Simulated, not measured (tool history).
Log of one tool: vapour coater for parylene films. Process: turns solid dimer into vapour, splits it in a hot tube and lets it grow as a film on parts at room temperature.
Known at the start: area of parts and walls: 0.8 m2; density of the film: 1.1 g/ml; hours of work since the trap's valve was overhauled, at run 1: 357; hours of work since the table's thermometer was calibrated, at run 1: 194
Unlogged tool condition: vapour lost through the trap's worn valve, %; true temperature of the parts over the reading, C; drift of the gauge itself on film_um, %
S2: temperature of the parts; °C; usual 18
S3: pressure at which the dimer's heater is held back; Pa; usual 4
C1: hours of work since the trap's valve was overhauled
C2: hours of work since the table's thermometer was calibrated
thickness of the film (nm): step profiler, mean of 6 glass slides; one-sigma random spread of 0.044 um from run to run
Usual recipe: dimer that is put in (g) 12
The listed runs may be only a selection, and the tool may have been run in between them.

run 1 hour=0 | dimer_that_is_put_in_(g)=12 S2=18 S3=4 | C1=357 C2=194 | thickness_of_the_film_(nm)=7190
run 2 hour=36.6 | dimer_that_is_put_in_(g)=12 S2=18 S3=4 | C1=384 C2=222 | thickness_of_the_film_(nm)=7150
run 3 hour=55.5 | dimer_that_is_put_in_(g)=12 S2=18 S3=4 | C1=398 C2=236 | thickness_of_the_film_(nm)=7170
run 4 hour=93.5 | dimer_that_is_put_in_(g)=12 S2=18 S3=4 | C1=427 C2=264 | thickness_of_the_film_(nm)=7170
run 5 hour=130.5 | dimer_that_is_put_in_(g)=12 S2=18 S3=4 | C1=454 C2=292 | thickness_of_the_film_(nm)=7120
run 6 hour=167.9 | dimer_that_is_put_in_(g)=12 S2=18 S3=4 | C1=482 C2=319 | thickness_of_the_film_(nm)=7140
-- hour=175.5 trap's valve overhauled
run 7 hour=192.9 | dimer_that_is_put_in_(g)=12 S2=18 S3=4 | C1=13 C2=335 | thickness_of_the_film_(nm)=7530
run 8 hour=219.6 | dimer_that_is_put_in_(g)=12 S2=18 S3=4 | C1=33 C2=355 | thickness_of_the_film_(nm)=7590
run 9 hour=241.6 | dimer_that_is_put_in_(g)=12 S2=18 S3=4 | C1=49 C2=371 | thickness_of_the_film_(nm)=7460
run 10 hour=262.6 | dimer_that_is_put_in_(g)=12 S2=18 S3=4 | C1=65 C2=387 | thickness_of_the_film_(nm)=7630
run 11 hour=291 | dimer_that_is_put_in_(g)=12 S2=18 S3=4 | C1=86 C2=408 | thickness_of_the_film_(nm)=7510
run 12 hour=330.7 | dimer_that_is_put_in_(g)=12 S2=18 S3=4 | C1=116 C2=438 | thickness_of_the_film_(nm)=7490
run 13 hour=350.2 | dimer_that_is_put_in_(g)=12 S2=18 S3=4 | C1=130 C2=452 | thickness_of_the_film_(nm)=7460
run 14 hour=373 | dimer_that_is_put_in_(g)=12 S2=18 S3=4 | C1=147 C2=469 | thickness_of_the_film_(nm)=7410
run 15 hour=409.3 | dimer_that_is_put_in_(g)=12 S2=18 S3=4 | C1=174 C2=496 | thickness_of_the_film_(nm)=7360
run 16 hour=427.6 | dimer_that_is_put_in_(g)=12 S2=18 S3=4 | C1=188 C2=510 | thickness_of_the_film_(nm)=7450
run 17 hour=447.2 | dimer_that_is_put_in_(g)=12 S2=18 S3=10.83 | C1=202 C2=524 | thickness_of_the_film_(nm)=5860
run 18 hour=466.9 | dimer_that_is_put_in_(g)=12 S2=18 S3=10.83 | C1=217 C2=539 | thickness_of_the_film_(nm)=5900
run 19 hour=486.2 | dimer_that_is_put_in_(g)=12 S2=18 S3=10.83 | C1=231 C2=553 | thickness_of_the_film_(nm)=5870
run 20 hour=525.2 | dimer_that_is_put_in_(g)=12 S2=22 S3=4 | C1=260 C2=582 | thickness_of_the_film_(nm)=6500
run 21 hour=557.2 | dimer_that_is_put_in_(g)=12 S2=22 S3=4 | C1=284 C2=606 | thickness_of_the_film_(nm)=6430
run 22 hour=586.5 | dimer_that_is_put_in_(g)=12 S2=22 S3=4 | C1=306 C2=628 | thickness_of_the_film_(nm)=6410
run 23 hour=604.9 | dimer_that_is_put_in_(g)=12 S2=22 S3=4 | C1=320 C2=642 | thickness_of_the_film_(nm)=6400
run 24 hour=636.8 | dimer_that_is_put_in_(g)=12 S2=22 S3=4 | C1=343 C2=666 | thickness_of_the_film_(nm)=6310
run 25 hour=672.7 | dimer_that_is_put_in_(g)=5 S2=27 S3=2.3 | C1=370 C2=692 | thickness_of_the_film_(nm)=2580
run 26 hour=710.9 | dimer_that_is_put_in_(g)=5 S2=27 S3=2.3 | C1=399 C2=721 | thickness_of_the_film_(nm)=2590
run 27 hour=751.4 | dimer_that_is_put_in_(g)=5 S2=25 S3=7.3 | C1=429 C2=751 | thickness_of_the_film_(nm)=2110
-- hour=754.8 table's thermometer calibrated
run 28 hour=786.4 | dimer_that_is_put_in_(g)=7 S2=27 S3=5.43 | C1=454 C2=24 | thickness_of_the_film_(nm)=2950
run 29 hour=821.2 | dimer_that_is_put_in_(g)=6 S2=11 S3=3.35 | C1=480 C2=49 | thickness_of_the_film_(nm)=4400
-- hour=832.1 trap's valve overhauled
run 30 hour=855.4 | dimer_that_is_put_in_(g)=6 S2=11 S3=3.35 | C1=17 C2=72 | thickness_of_the_film_(nm)=4800
run 31 hour=884.4 | dimer_that_is_put_in_(g)=8 S2=18 S3=10.69 | C1=39 C2=94 | thickness_of_the_film_(nm)=4040
run 32 hour=919.1 | dimer_that_is_put_in_(g)=8 S2=18 S3=10.69 | C1=65 C2=119 | thickness_of_the_film_(nm)=3970
run 33 hour=947.6 | dimer_that_is_put_in_(g)=15 S2=19 S3=7.69 | C1=86 C2=141 | thickness_of_the_film_(nm)=7800
run 34 hour=985.1 | dimer_that_is_put_in_(g)=16 S2=19 S3=6.18 | C1=114 C2=168 | thickness_of_the_film_(nm)=8640
-- hour=999.4 table's thermometer calibrated, once more
run 35 hour=1017.6 | dimer_that_is_put_in_(g)=16 S2=25 S3=7.12 | C1=137 C2=14 | thickness_of_the_film_(nm)=7200
run 36 hour=1039.3 | dimer_that_is_put_in_(g)=16 S2=25 S3=7.12 | C1=154 C2=30 | thickness_of_the_film_(nm)=7230
run 37 hour=1056.2 | dimer_that_is_put_in_(g)=12 S2=13 S3=6.74 | C1=166 C2=42 | thickness_of_the_film_(nm)=7720
run 38 hour=1091.2 | dimer_that_is_put_in_(g)=10 S2=12 S3=2.73 | C1=192 C2=68 | thickness_of_the_film_(nm)=8080
run 39 hour=1118.7 | dimer_that_is_put_in_(g)=21 S2=23 S3=2.73 | C1=213 C2=89 | thickness_of_the_film_(nm)=12230
run 40 hour=1149.6 | dimer_that_is_put_in_(g)=21 S2=23 S3=2.73 | C1=236 C2=112 | thickness_of_the_film_(nm)=12240
run 41 hour=1186.8 | dimer_that_is_put_in_(g)=5 S2=15 S3=2.66 | C1=263 C2=140 | thickness_of_the_film_(nm)=3660
run 42 hour=1210.2 | dimer_that_is_put_in_(g)=12 S2=20 S3=5.66 | C1=281 C2=157 | thickness_of_the_film_(nm)=6440
run 43 hour=1229.3 | dimer_that_is_put_in_(g)=12 S2=15 S3=7.94 | C1=295 C2=171 | thickness_of_the_film_(nm)=6800
run 44 hour=1259 | dimer_that_is_put_in_(g)=12 S2=15 S3=7.94 | C1=317 C2=193 | thickness_of_the_film_(nm)=6830
run 45 hour=1286.8 | dimer_that_is_put_in_(g)=12 S2=28 S3=4 | C1=338 C2=214 | thickness_of_the_film_(nm)=5450
run 46 hour=1321.8 | dimer_that_is_put_in_(g)=14 S2=20 S3=6.87 | C1=364 C2=240 | thickness_of_the_film_(nm)=7050

Here are 3 independent what-if runs from the current tool condition. What would each one return?
run A hour=1356.5 | dimer_that_is_put_in_(g)=12 S2=20 S3=4 | C1=390 C2=266 | thickness_of_the_film_(nm)=?
run B hour=1356.5 | dimer_that_is_put_in_(g)=15 S2=15 S3=6.87 | C1=390 C2=266 | thickness_of_the_film_(nm)=?
run C hour=1356.5 | dimer_that_is_put_in_(g)=12 S2=18 S3=3.15 | C1=390 C2=266 | thickness_of_the_film_(nm)=?

run=A thickness_of_the_film_(nm)=6820
run=B thickness_of_the_film_(nm)=8680
run=C thickness_of_the_film_(nm)=7640
Take away the tool's hidden state, keep each run's random variation, and the runs would have read:
run=A thickness_of_the_film_(nm)=7260
run=B thickness_of_the_film_(nm)=9250
run=C thickness_of_the_film_(nm)=8140

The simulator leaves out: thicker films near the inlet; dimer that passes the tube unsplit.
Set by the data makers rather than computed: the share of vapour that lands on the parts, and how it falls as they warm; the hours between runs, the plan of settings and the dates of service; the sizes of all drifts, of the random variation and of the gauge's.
